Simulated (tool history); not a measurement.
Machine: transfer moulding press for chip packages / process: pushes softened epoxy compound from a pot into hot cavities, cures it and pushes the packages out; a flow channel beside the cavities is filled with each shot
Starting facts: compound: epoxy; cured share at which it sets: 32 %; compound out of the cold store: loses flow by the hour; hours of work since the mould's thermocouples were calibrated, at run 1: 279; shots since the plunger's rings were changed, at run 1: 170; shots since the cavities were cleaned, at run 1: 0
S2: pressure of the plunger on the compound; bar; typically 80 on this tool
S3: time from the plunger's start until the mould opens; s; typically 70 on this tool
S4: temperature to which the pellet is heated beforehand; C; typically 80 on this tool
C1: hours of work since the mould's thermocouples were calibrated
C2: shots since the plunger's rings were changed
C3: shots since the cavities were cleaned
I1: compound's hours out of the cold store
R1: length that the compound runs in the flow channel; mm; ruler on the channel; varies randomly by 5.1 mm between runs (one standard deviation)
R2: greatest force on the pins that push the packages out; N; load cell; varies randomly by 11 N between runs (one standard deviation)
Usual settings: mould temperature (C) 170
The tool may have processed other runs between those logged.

run 1 hour=0 | mould_temperature_(C)=170 S2=80 S3=70 S4=80 | C1=279 C2=170 C3=0 | I1=35.1 | R1=936 R2=490
-- hour=45.7 cavities cleaned with cleaning compound and waxed
run 2 hour=65.7 | mould_temperature_(C)=170 S2=80 S3=70 S4=80 | C1=313 C2=958 C3=246 | I1=12.6 | R1=1031 R2=1057
-- hour=86.1 cavities cleaned with cleaning compound and waxed
-- hour=128.5 cavities cleaned with cleaning compound and waxed
run 3 hour=134.9 | mould_temperature_(C)=170 S2=80 S3=70 S4=80 | C1=348 C2=1770 C3=79 | I1=44.7 | R1=879 R2=560
-- hour=171.8 cavities cleaned with cleaning compound and waxed, once more
run 4 hour=195.1 | mould_temperature_(C)=170 S2=80 S3=70 S4=80 | C1=379 C2=2490 C3=286 | I1=18.9 | R1=983 R2=718
-- hour=212.8 cavities cleaned with cleaning compound and waxed
run 5 hour=237.6 | mould_temperature_(C)=170 S2=80 S3=70 S4=80 | C1=400 C2=2993 C3=304 | I1=33.4 | R1=912 R2=678
-- hour=254.4 cavities cleaned with cleaning compound and waxed
run 6 hour=270 | mould_temperature_(C)=170 S2=80 S3=70 S4=80 | C1=416 C2=3372 C3=191 | I1=27.1 | R1=927 R2=669
-- hour=297.8 cavities cleaned with cleaning compound and waxed
run 7 hour=304.4 | mould_temperature_(C)=170 S2=80 S3=70 S4=80 | C1=434 C2=3776 C3=81 | I1=18.1 | R1=969 R2=571
-- hour=341.4 cavities cleaned with cleaning compound and waxed
run 8 hour=341.4 | mould_temperature_(C)=170 S2=80 S3=70 S4=80 | C1=452 C2=4211 C3=0 | I1=26.8 | R1=931 R2=488
run 9 hour=371 | mould_temperature_(C)=170 S2=80 S3=70 S4=80 | C1=468 C2=4575 C3=364 | I1=39.1 | R1=867 R2=770
-- hour=384.8 cavities cleaned with cleaning compound and waxed
run 10 hour=411.2 | mould_temperature_(C)=170 S2=80 S3=70 S4=80 | C1=488 C2=5049 C3=324 | I1=32.4 | R1=893 R2=719
-- hour=426.2 cavities cleaned with cleaning compound and waxed
-- hour=467.4 cavities cleaned with cleaning compound and waxed
run 11 hour=476.4 | mould_temperature_(C)=170 S2=80 S3=70 S4=80 | C1=521 C2=5812 C3=110 | I1=24.1 | R1=916 R2=593
-- hour=507.9 cavities cleaned with cleaning compound and waxed
run 12 hour=527.4 | mould_temperature_(C)=170 S2=80 S3=70 S4=80 | C1=547 C2=6419 C3=239 | I1=39.5 | R1=847 R2=674
-- hour=552.1 cavities cleaned with cleaning compound and waxed
-- hour=577.3 plunger's sealing rings changed
run 13 hour=580 | mould_temperature_(C)=170 S2=80 S3=70 S4=80 | C1=573 C2=34 C3=312 | I1=46.2 | R1=897 R2=706
-- hour=598.8 cavities cleaned with cleaning compound and waxed
-- hour=640.4 cavities cleaned with cleaning compound and waxed
run 14 hour=640.4 | mould_temperature_(C)=170 S2=80 S3=58 S4=80 | C1=603 C2=739 C3=0 | I1=16.2 | R1=1022 R2=788
run 15 hour=675.2 | mould_temperature_(C)=170 S2=70.3 S3=58 S4=88 | C1=621 C2=1165 C3=426 | I1=9.6 | R1=980 R2=1208
-- hour=682.8 cavities cleaned with cleaning compound and waxed
-- hour=696.5 mould's thermocouples calibrated
run 16 hour=711.4 | mould_temperature_(C)=170 S2=70.3 S3=58 S4=88 | C1=8 C2=1567 C3=327 | I1=30.2 | R1=885 R2=1088
-- hour=726 cavities cleaned with cleaning compound and waxed
-- hour=769.5 cavities cleaned with cleaning compound and waxed
run 17 hour=777.5 | mould_temperature_(C)=172 S2=87 S3=58 S4=88 | C1=41 C2=2340 C3=97 | I1=9.1 | R1=1072 R2=799
-- hour=812.1 cavities cleaned with cleaning compound and waxed
run 18 hour=818.2 | mould_temperature_(C)=172 S2=87 S3=58 S4=88 | C1=62 C2=2821 C3=74 | I1=8.9 | R1=1061 R2=756
-- hour=853 cavities cleaned with cleaning compound and waxed
run 19 hour=868.5 | mould_temperature_(C)=170 S2=71.2 S3=87 S4=83 | C1=87 C2=3420 C3=190 | I1=17.5 | R1=927 R2=516
-- hour=894.1 cavities cleaned with cleaning compound and waxed
-- hour=936.5 cavities cleaned with cleaning compound and waxed
run 20 hour=936.5 | mould_temperature_(C)=170 S2=71.2 S3=87 S4=83 | C1=122 C2=4217 C3=0 | I1=26.9 | R1=872 R2=414
-- hour=979.7 cavities cleaned with cleaning compound and waxed
run 21 hour=982.4 | mould_temperature_(C)=177 S2=93.1 S3=50 S4=87 | C1=145 C2=4762 C3=32 | I1=31.6 | R1=962 R2=720
run 22 hour=1011.9 | mould_temperature_(C)=177 S2=93.1 S3=50 S4=87 | C1=161 C2=5124 C3=394 | I1=21.5 | R1=1006 R2=1040
-- hour=1021.2 cavities cleaned with cleaning compound and waxed
-- hour=1062.3 cavities cleaned with cleaning compound and waxed
run 23 hour=1073.1 | mould_temperature_(C)=170 S2=95 S3=78 S4=87 | C1=191 C2=5838 C3=132 | I1=39.4 | R1=936 R2=535
-- hour=1106.3 cavities cleaned with cleaning compound and waxed
run 24 hour=1113.9 | mould_temperature_(C)=170 S2=95 S3=78 S4=87 | C1=212 C2=6320 C3=93 | I1=39.9 | R1=931 R2=497
-- hour=1151.4 cavities cleaned with cleaning compound and waxed
run 25 hour=1152.9 | mould_temperature_(C)=170 S2=60.7 S3=70 S4=85 | C1=232 C2=6781 C3=19 | I1=40.4 | R1=738 R2=500
-- hour=1171.4 plunger's sealing rings changed
-- hour=1196.8 cavities cleaned with cleaning compound and waxed
run 26 hour=1210.3 | mould_temperature_(C)=170 S2=60.7 S3=70 S4=85 | C1=260 C2=458 C3=166 | I1=13.2 | R1=906 R2=633

Predict each of these 3 candidate next runs independently; none follows another, all start after run 26:
-- hour=1239.2 cavities cleaned with cleaning compound and waxed
run A hour=1247.7 | mould_temperature_(C)=167 S2=60.7 S3=55 S4=85 | C1=279 C2=900 C3=105 | I1=30.7 | R1=? R2=?
-- hour=1239.2 cavities cleaned with cleaning compound and waxed
run B hour=1247.7 | mould_temperature_(C)=170 S2=80 S3=100 S4=80 | C1=279 C2=900 C3=105 | I1=37.5 | R1=? R2=?
-- hour=1239.2 cavities cleaned with cleaning compound and waxed
run C hour=1247.7 | mould_temperature_(C)=170 S2=60.1 S3=70 S4=80 | C1=279 C2=900 C3=105 | I1=10 | R1=? R2=?

run=A R1=838 R2=1198
run=B R1=923 R2=455
run=C R1=910 R2=608
Stripped of hidden state, with their random variation kept, the same runs would have yielded:
run=A R1=850 R2=1044
run=B R1=935 R2=385
run=C R1=922 R2=526
